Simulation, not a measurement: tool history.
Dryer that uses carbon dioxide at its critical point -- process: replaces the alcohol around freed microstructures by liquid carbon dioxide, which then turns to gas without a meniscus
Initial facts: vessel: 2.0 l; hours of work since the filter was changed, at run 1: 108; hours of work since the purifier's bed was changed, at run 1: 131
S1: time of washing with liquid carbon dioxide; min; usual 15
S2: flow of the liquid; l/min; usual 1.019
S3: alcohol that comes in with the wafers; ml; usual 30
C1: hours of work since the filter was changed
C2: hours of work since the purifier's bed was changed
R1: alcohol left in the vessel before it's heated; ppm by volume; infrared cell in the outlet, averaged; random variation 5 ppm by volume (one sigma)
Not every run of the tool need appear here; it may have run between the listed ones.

run   hour  S1     S2  S3   C1   C2   R1
  1    0.0  15  1.019  30  108  131   57
  2    4.2  15  1.019  30  110  133   46
  3   11.8  15  1.019  30  115  138   55
  4   17.3  14  1.019  30  118  141   58
  5   23.2  14  1.019  30  122  145   77
  6   28.0  14  1.019  30  125  148   74
  7   35.6  15  1.019  44  130  152   70
  8   45.2  15  1.019  30  135  158   57
  9   50.7  15  1.019  32  139  161   57
 10   55.1  15  1.019  32  141  164   56
 11   64.6  12  0.960  30  147  170  181
 12   71.7  12  0.960  30  152  174  181
 13   81.4  12  1.170  81  157  180  182
 14   89.5  15  1.280  50  162  185   36
 15   99.8  19  1.280  48  169  191   28
 16  105.3  19  1.280  48  172  195   29
 17  109.6  19  1.280  48  175  197   26

Branching from run 17: 5 alternative next runs. What would each branch give?
  A  119.3  18  1.280  33  181  203   ?
  B  119.3  10  1.280  48  181  203   ?
  C  119.3  15  1.280  40  181  203   ?
  D  119.3  15  1.019  79  181  203   ?
  E  119.3  15  0.640  31  181  203   ?

run   R1
  A   32
  B  196
  C   36
  D  121
  E  372
Had the tool no hidden state, the same runs would have come out as:
run   R1
  A    8
  B   99
  C    6
  D   50
  E  233
